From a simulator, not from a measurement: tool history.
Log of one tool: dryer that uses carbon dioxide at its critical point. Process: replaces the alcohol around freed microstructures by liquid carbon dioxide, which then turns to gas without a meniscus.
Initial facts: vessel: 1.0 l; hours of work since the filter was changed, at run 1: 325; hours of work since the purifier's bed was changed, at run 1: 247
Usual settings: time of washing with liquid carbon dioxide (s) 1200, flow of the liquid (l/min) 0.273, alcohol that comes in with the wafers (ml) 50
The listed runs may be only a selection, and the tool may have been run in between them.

run   hour  time of washing with liquid carbon dioxide (s)  flow of the liquid (l/min)  alcohol that comes in with the wafers (ml)  hours of work since the filter was changed  hours of work since the purifier's bed was changed  alcohol left in the vessel before it's heated (ppm by volume)
  1      0                                            1200                       0.273                                          50                                         325                                                 247                                                            678
  2   24.7                                            1200                       0.273                                          50                                         342                                                 265                                                            707
  3   53.1                                            1200                       0.273                                          50                                         363                                                 285                                                            716
  4   82.7                                            1200                       0.273                                          50                                         384                                                 306                                                            736
  5   96.7                                            1200                       0.395                                          50                                         394                                                 316                                                            145
  6  120.4                                            1200                       0.273                                          21                                         410                                                 333                                                            346
  7  137.5                                            1200                       0.273                                          21                                         423                                                 345                                                            365
  8  152.2                                            1200                       0.273                                          21                                         433                                                 355                                                            366
  9  172.2                                            1200                       0.273                                          21                                         447                                                 370                                                            359
     181.6  -- inlet filter changed
 10  191.3                                             900                       0.312                                          94                                           7                                                 383                                                           1679
 11  218.5                                            1260                       0.191                                          53                                          26                                                 402                                                           1980

Expected results for the next run?
 12  245.1                                            1260                       0.191                                          52                                          45                                                 421                                                              ?

alcohol left in the vessel before it's heated (ppm by volume): 1982
Minus the tool's unlogged condition, the same run would have read alcohol left in the vessel before it's heated (ppm by volume) 1843.
